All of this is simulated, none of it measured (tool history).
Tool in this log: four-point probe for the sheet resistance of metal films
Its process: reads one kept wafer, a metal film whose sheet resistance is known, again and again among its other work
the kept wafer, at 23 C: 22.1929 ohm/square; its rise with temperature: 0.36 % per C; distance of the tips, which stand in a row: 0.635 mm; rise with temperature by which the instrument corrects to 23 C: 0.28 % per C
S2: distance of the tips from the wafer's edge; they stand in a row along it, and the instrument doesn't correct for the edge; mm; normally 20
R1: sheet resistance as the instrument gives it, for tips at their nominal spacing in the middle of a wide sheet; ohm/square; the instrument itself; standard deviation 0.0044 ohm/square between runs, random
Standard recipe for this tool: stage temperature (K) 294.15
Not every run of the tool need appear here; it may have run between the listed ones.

Run 1, day 0: usual settings. Result: R1 22.00493 ohm/square.
Run 2, day 1.133: usual settings. Result: R1 21.999521 ohm/square.
Run 3, day 2.1: usual settings. Result: R1 22.000482 ohm/square.
Run 4, day 2.783: usual settings but stage temperature (K) 305.15. Result: R1 22.194068 ohm/square.
Run 5, day 4.021: usual settings. Result: R1 21.995593 ohm/square.
Run 6, day 4.729: usual settings. Result: R1 21.993243 ohm/square.
Run 7, day 5.358: usual settings but S2 14 mm. Result: R1 22.002052 ohm/square.
Run 8, day 6.454: usual settings but stage temperature (K) 295.15, S2 5 mm. Result: R1 22.19332 ohm/square.
Run 9, day 7.446: usual settings but stage temperature (K) 295.15, S2 62 mm. Result: R1 21.98796 ohm/square.
Run 10, day 8.108: usual settings but stage temperature (K) 293.15, S2 16 mm. Result: R1 21.971595 ohm/square.

The next listed run, before its measurement:
Run 11, day 8.758: usual settings but stage temperature (K) 293.15, S2 13 mm. Result: R1 ?.

R1: 21.980224 ohm/square
Were there no unlogged condition in the tool, this run, its random variation unchanged, would have produced R1 22.164004 ohm/square.
